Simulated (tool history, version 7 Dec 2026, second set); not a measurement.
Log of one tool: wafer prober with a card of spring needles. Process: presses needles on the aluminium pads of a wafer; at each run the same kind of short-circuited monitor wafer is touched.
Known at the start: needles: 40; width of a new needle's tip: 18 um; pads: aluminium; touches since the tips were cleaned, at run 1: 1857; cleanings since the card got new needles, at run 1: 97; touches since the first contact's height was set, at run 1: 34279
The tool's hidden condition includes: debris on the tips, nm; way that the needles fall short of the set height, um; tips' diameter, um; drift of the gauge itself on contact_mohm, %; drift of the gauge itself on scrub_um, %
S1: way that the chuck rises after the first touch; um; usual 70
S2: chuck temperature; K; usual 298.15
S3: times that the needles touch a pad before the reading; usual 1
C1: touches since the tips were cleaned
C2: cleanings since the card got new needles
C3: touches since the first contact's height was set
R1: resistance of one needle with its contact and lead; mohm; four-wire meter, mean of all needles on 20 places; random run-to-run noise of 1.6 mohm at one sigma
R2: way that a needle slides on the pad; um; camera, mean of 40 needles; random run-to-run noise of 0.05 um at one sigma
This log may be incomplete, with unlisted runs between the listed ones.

run	day	S1	S2	S3	C1	C2	C3	R1	R2
1	0.000	70	298.15	1	1857	97	34279	219	14.19
# day 0.554: tips cleaned on abrasive film
# day 1.479: tips cleaned on abrasive film
# day 2.383: tips cleaned on abrasive film
2	3.033	70	298.15	1	5193	100	58489	265	14.06
# day 3.221: tips cleaned on abrasive film
# day 4.125: tips cleaned on abrasive film
# day 4.862: tips cleaned on abrasive film
# day 5.758: tips cleaned on abrasive film
3	6.342	70	298.15	1	4688	104	84899	262	14.04
# day 6.529: tips cleaned on abrasive film
# day 7.221: tips cleaned on abrasive film, once more
# day 8.142: tips cleaned on abrasive film
# day 9.025: tips cleaned on abrasive film
4	9.283	70	298.15	1	2082	108	108346	229	13.98
# day 9.838: tips cleaned on abrasive film
# day 10.579: tips cleaned on abrasive film
5	10.942	70	298.15	1	2911	110	121573	234	13.95
# day 11.462: tips cleaned on abrasive film
# day 12.388: tips cleaned on abrasive film
# day 13.296: tips cleaned on abrasive film
# day 14.121: tips cleaned on abrasive film
6	14.121	55	350.15	1	0	114	146942	185	10.92
# day 15.021: tips cleaned on abrasive film
# day 15.925: tips cleaned on abrasive film
# day 16.812: tips cleaned on abrasive film
7	17.254	70	304.15	1	3538	117	171937	248	13.84
# day 17.625: tips cleaned on abrasive film
# day 18.504: tips cleaned on abrasive film
# day 19.417: tips cleaned on abrasive film
# day 19.796: height of the first contact set anew
# day 20.167: tips cleaned on abrasive film
8	20.592	70	308.15	1	3398	121	6346	250	14.12
# day 20.962: tips cleaned on abrasive film
# day 21.850: tips cleaned on abrasive film
9	22.350	81	379.15	1	4032	123	20387	235	16.40
# day 22.721: tips cleaned on abrasive film
# day 23.642: tips cleaned on abrasive film
# day 24.533: tips cleaned on abrasive film
10	24.596	81	379.15	1	506	126	38279	192	16.30

Hidden condition of the tool, last listed run before each entry between runs versus first listed run after:
In the gap between runs 1 and 2: tips cleaned on abrasive film (day 0.554); tips cleaned on abrasive film (day 1.479); tips cleaned on abrasive film (day 2.383)
  debris on the tips, nm: 80.5 -> 144; way that the needles fall short of the set height, um: 0.31 -> 0.51; tips' diameter, um: 19.74 -> 20.22
  measured value less the no-hidden-state value, R1: +57 -> +106 mohm; R2: -0.06 -> -0.10 um
In the gap between runs 2 and 3: tips cleaned on abrasive film (day 3.221); tips cleaned on abrasive film (day 4.125); tips cleaned on abrasive film (day 4.862); tips cleaned on abrasive film (day 5.758)
  debris on the tips, nm: 144 -> 137; way that the needles fall short of the set height, um: 0.51 -> 0.74; tips' diameter, um: 20.22 -> 20.3
  measured value less the no-hidden-state value, R1: +106 -> +102 mohm; R2: -0.10 -> -0.15 um
In the gap between runs 3 and 4: tips cleaned on abrasive film (day 6.529); tips cleaned on abrasive film, once more (day 7.221); tips cleaned on abrasive film (day 8.142); tips cleaned on abrasive film (day 9.025)
  debris on the tips, nm: 137 -> 95; way that the needles fall short of the set height, um: 0.74 -> 0.96; tips' diameter, um: 20.3 -> 20.38
  measured value less the no-hidden-state value, R1: +102 -> +71 mohm; R2: -0.15 -> -0.20 um
In the gap between runs 4 and 5: tips cleaned on abrasive film (day 9.838); tips cleaned on abrasive film (day 10.579)
  debris on the tips, nm: 95 -> 98.6; way that the needles fall short of the set height, um: 0.96 -> 1.05; tips' diameter, um: 20.38 -> 20.41
  measured value less the no-hidden-state value, R1: +71 -> +74 mohm; R2: -0.20 -> -0.22 um
In the gap between runs 5 and 6: tips cleaned on abrasive film (day 11.462); tips cleaned on abrasive film (day 12.388); tips cleaned on abrasive film (day 13.296); tips cleaned on abrasive film (day 14.121)
  debris on the tips, nm: 98.6 -> 12.2; way that the needles fall short of the set height, um: 1.05 -> 1.26; tips' diameter, um: 20.41 -> 20.48
  measured value less the no-hidden-state value, R1: +74 -> +15 mohm; R2: -0.22 -> -0.26 um
In the gap between runs 6 and 7: tips cleaned on abrasive film (day 15.021); tips cleaned on abrasive film (day 15.925); tips cleaned on abrasive film (day 16.812)
  debris on the tips, nm: 12.2 -> 117.9; way that the needles fall short of the set height, um: 1.26 -> 1.44; tips' diameter, um: 20.48 -> 20.55
  measured value less the no-hidden-state value, R1: +15 -> +89 mohm; R2: -0.26 -> -0.29 um
In the gap between runs 7 and 8: tips cleaned on abrasive film (day 17.625); tips cleaned on abrasive film (day 18.504); tips cleaned on abrasive film (day 19.417); height of the first contact set anew (day 19.796); tips cleaned on abrasive film (day 20.167)
  debris on the tips, nm: 117.9 -> 119.9; way that the needles fall short of the set height, um: 1.44 -> 0.06; tips' diameter, um: 20.55 -> 20.63
  measured value less the no-hidden-state value, R1: +89 -> +89 mohm; R2: -0.29 -> -0.01 um
In the gap between runs 8 and 9: tips cleaned on abrasive film (day 20.962); tips cleaned on abrasive film (day 21.850)
  debris on the tips, nm: 119.9 -> 129.8; way that the needles fall short of the set height, um: 0.06 -> 0.17; tips' diameter, um: 20.63 -> 20.66
  measured value less the no-hidden-state value, R1: +89 -> +65 mohm; R2: -0.01 -> -0.03 um
In the gap between runs 9 and 10: tips cleaned on abrasive film (day 22.721); tips cleaned on abrasive film (day 23.642); tips cleaned on abrasive film (day 24.533)
  debris on the tips, nm: 129.8 -> 35.9; way that the needles fall short of the set height, um: 0.17 -> 0.32; tips' diameter, um: 20.66 -> 20.72
  measured value less the no-hidden-state value, R1: +65 -> +19 mohm; R2: -0.03 -> -0.06 um
